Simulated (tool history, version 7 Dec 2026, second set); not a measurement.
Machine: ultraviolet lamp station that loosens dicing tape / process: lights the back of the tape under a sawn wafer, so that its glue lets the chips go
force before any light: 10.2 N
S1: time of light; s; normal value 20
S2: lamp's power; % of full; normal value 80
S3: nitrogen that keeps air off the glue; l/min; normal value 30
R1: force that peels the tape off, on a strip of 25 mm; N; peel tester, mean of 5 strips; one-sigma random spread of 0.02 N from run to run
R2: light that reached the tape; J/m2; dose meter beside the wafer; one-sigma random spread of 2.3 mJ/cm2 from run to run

run 1 hour=0 | S1=20 S2=80 S3=30 | R1=2.028 R2=1460
run 2 hour=74.9 | S1=20 S2=80 S3=30 | R1=2.068 R2=1500
run 3 hour=119.8 | S1=20 S2=80 S3=30 | R1=2.142 R2=1420
run 4 hour=172.5 | S1=20 S2=80 S3=30 | R1=2.242 R2=1420
run 5 hour=232.7 | S1=18 S2=80 S3=30 | R1=2.613 R2=1290
run 6 hour=289.4 | S1=20 S2=82 S3=30 | R1=2.305 R2=1390
run 7 hour=353.8 | S1=20 S2=61 S3=30 | R1=1.755 R2=1670
run 8 hour=426.4 | S1=13 S2=80 S3=30 | R1=2.258 R2=1390
run 9 hour=478.5 | S1=13 S2=80 S3=11 | R1=3.219 R2=1380
run 10 hour=526.6 | S1=16 S2=76 S3=17 | R1=2.261 R2=1600
run 11 hour=586.8 | S1=16 S2=76 S3=17 | R1=2.401 R2=1520
run 12 hour=648.4 | S1=16 S2=76 S3=17 | R1=2.394 R2=1540
run 13 hour=702.6 | S1=16 S2=76 S3=20 | R1=2.354 R2=1540
run 14 hour=743 | S1=19 S2=64 S3=20 | R1=2.047 R2=1690
run 15 hour=801.8 | S1=19 S2=64 S3=20 | R1=2.052 R2=1630
run 16 hour=839.5 | S1=20 S2=80 S3=26 | R1=1.254 R2=2180

Between the runs listed above, the log contained 2 entries, not reproduced here. Where in the sequence does each belong, and how does what the log doesn't record of the tool's condition differ from the listed run before to the listed run after?
Logged between run 6 and run 7: lamp changed (hour 333.5)
  lamp's light, % of a new lamp's: 61.2 -> 99.6; light that the window lets through, % of a clean one's: 95 -> 94.3
  what was measured, less what the result would be without the hidden state, R1: +1.399 -> +0.175 N; R2: -1000 -> -110 J/m2
Logged between run 13 and run 14: window cleaned of glue's vapour (hour 708.5)
  lamp's light, % of a new lamp's: 95 -> 94.5; light that the window lets through, % of a clean one's: 90 -> 99.3
  what was measured, less what the result would be without the hidden state, R1: +0.493 -> +0.194 N; R2: -260 -> -110 J/m2
